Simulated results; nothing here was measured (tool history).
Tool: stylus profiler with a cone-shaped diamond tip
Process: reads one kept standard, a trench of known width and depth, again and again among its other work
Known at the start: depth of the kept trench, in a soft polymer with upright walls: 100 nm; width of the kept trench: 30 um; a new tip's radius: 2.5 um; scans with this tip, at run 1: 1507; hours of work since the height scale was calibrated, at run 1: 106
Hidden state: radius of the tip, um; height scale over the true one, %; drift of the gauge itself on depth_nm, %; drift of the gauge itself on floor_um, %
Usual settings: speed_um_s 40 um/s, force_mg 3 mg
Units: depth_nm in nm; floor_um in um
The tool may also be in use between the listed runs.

| run | hour | speed_um_s | force_mg | scans with this tip | hours of work since the height scale was calibrated | depth_nm | floor_um |
|---|---|---|---|---|---|---|---|
| 1 | 0 | 40 | 3 | 1507 | 106 | 101.1 | 28.45 |
| 2 | 63.1 | 40 | 1.16 | 2220 | 156 | 100.59 | 28.35 |
| 3 | 135.4 | 40 | 1.16 | 3037 | 213 | 100.6 | 28.4 |
| 4 | 178.8 | 40 | 1.16 | 3527 | 248 | 100.58 | 28.39 |
| 5 | 261.3 | 40 | 1.16 | 4460 | 313 | 100.52 | 28.39 |
| 6 | 331.3 | 40 | 3 | 5250 | 369 | 101.09 | 28.43 |
| 7 | 381.3 | 40 | 2.4 | 5815 | 408 | 101.05 | 28.47 |
| 8 | 457 | 40 | 5.35 | 6670 | 468 | 101.63 | 28.5 |
| 9 | 497.1 | 40 | 5.35 | 7123 | 500 | 101.48 | 28.45 |
| 10 | 536 | 40 | 5.35 | 7562 | 531 | 101.56 | 28.5 |
| 11 | 592 | 40 | 5.35 | 8195 | 575 | 101.6 | 28.47 |
| 12 | 665.2 | 40 | 5.35 | 9022 | 634 | 101.69 | 28.42 |
| 13 | 737.7 | 10 | 5.82 | 9841 | 691 | 101.66 | 28.58 |
|  | 770.8 | new tip fitted, height scale calibrated |
| 14 | 786.4 | 53 | 1 | 177 | 12 | 100.45 | 28.3 |
| 15 | 821.8 | 25 | 2.89 | 576 | 40 | 101.15 | 28.55 |

Forecast run 16:
| 16 | 899.9 | 25 | 2.89 | 1459 | 102 | ? | ? |

Run 16 gave depth_nm 101.01 nm, floor_um 28.5 um.
Without the tool's hidden state the same run would have given depth_nm 101.01 nm, floor_um 28.51 um.

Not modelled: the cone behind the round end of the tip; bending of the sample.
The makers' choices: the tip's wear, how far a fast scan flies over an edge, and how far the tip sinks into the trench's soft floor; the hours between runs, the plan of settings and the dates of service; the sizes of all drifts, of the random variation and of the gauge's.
